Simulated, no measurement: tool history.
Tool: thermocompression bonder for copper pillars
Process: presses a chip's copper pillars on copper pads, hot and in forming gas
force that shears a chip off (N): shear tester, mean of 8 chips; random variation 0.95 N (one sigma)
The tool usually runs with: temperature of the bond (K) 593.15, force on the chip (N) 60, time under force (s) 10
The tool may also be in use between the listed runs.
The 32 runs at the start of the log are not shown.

run,hour,temperature of the bond (K),force on the chip (N),time under force (s),force that shears a chip off (N)
33,257.5,589.15,46,27,87.8
34,268.8,589.15,46,27,89.2
35,274.8,589.15,46,27,89.5
36,285.3,603.15,47,6,67.2
37,289.9,589.15,89,8,84.3
38,295.3,618.15,47,26,102.0
39,301.2,598.15,70,7,79.0
40,306.9,583.15,56,10,70.9

4 ways to go on from here, each from the tool as it stands after run 40. What would each give?
A,312.2,593.15,60,8,?
B,312.2,583.15,72,8,?
C,312.2,593.15,60,25,?
D,312.2,585.15,87,7,?

run,force that shears a chip off (N)
A,76.4
B,76.6
C,97.5
D,79.1
Without the tool's hidden state the same runs would have given:
run,force that shears a chip off (N)
A,78.6
B,78.9
C,100.2
D,81.3
